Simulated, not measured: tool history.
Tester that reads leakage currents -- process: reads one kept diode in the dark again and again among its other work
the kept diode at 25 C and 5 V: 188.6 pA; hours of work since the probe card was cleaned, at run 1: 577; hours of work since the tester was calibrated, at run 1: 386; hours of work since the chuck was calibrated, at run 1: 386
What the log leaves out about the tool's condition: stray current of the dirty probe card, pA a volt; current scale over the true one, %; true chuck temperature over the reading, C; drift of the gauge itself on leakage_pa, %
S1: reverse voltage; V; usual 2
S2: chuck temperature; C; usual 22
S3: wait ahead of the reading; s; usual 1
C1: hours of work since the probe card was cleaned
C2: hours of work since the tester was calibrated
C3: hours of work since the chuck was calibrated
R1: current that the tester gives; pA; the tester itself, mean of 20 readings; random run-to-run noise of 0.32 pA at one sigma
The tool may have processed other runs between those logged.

run	hour	S1	S2	S3	C1	C2	C3	R1
1	0	2	22	1	577	386	386	108.69
2	34.2	2	22	1	599	408	408	109.9
3	93.6	2	22	1	636	445	445	108.57
4	148.3	2	22	1	670	479	479	109.61
5	207.9	3.22	22	1	707	516	516	130.89
6	274.1	3.22	22	1	749	558	558	130.98
7	324.1	3.22	22	1	780	589	589	130.73
8	391.5	2	22	1	822	631	631	109.2
9	449.9	4.5	22	1	859	668	668	150.1
10	500.8	2	22	1	890	699	699	108.97
11	558.2	2	22	1	926	735	735	109.51
12	606.6	2	40	1	957	766	766	419.53
13	668.2	2	40	1	995	804	804	423.52
14	717.8	2	22	2.78	1026	835	835	107.9
15	751.3	2	22	5.88	1047	856	856	108.41
16	794.8	2	22	5.88	1074	883	883	108.59
17	843.7	2	22	5.88	1105	914	914	108.54
18	907.4	3.84	40	0.92	1145	954	954	538.79
19	968.9	3.32	40	2.33	1183	992	992	507.21
20	998.8	6.32	22	1	1202	1011	1011	172.54
21	1028.5	4.8	35	1	1221	1029	1029	405.97
22	1093.1	4.8	35	1	1261	1070	1070	406.95
23	1130.3	4.44	53	1.09	1284	1093	1093	1377.07
24	1193.6	4.44	53	1.09	1324	1133	1133	1379.88
25	1250.7	2.66	53	0.93	1359	1168	1168	1139.2
26	1286.3	2.66	54	0.65	1382	1191	1191	1212.72
27	1356.2	2.66	54	0.65	1425	1234	1234	1212.12
28	1418.2	1.51	21	3.06	1464	1273	1273	90.47
29	1474.6	16.56	30	5.45	1499	1308	1308	460.87
30	1516.1	1.6	49	1	1525	1334	1334	718.28
31	1557.4	4.24	29	1	1551	1360	1360	249.97
32	1595.5	4.24	29	1	1575	1384	1384	249.36
33	1630.3	1.75	22	4.98	1597	1406	1406	103.06
34	1678.9	6.87	22	1	1627	1436	1436	181.31

Below are 5 alternative next runs, each starting from the tool's condition after run 34. Predict each:
A	1747.4	6.87	35	0.47	1670	1479	1479	?
B	1747.4	2	22	0.46	1670	1479	1479	?
C	1747.4	1.61	22	1	1670	1479	1479	?
D	1747.4	5.16	22	6.76	1670	1479	1479	?
E	1747.4	6.87	32	0.58	1670	1479	1479	?

run	R1
A	470.78
B	110.64
C	100.05
D	158.75
E	377.19
Stripped of hidden state, with their random variation kept, the same runs would have yielded:
run	R1
A	464.21
B	108.31
C	98.49
D	149.77
E	368.72

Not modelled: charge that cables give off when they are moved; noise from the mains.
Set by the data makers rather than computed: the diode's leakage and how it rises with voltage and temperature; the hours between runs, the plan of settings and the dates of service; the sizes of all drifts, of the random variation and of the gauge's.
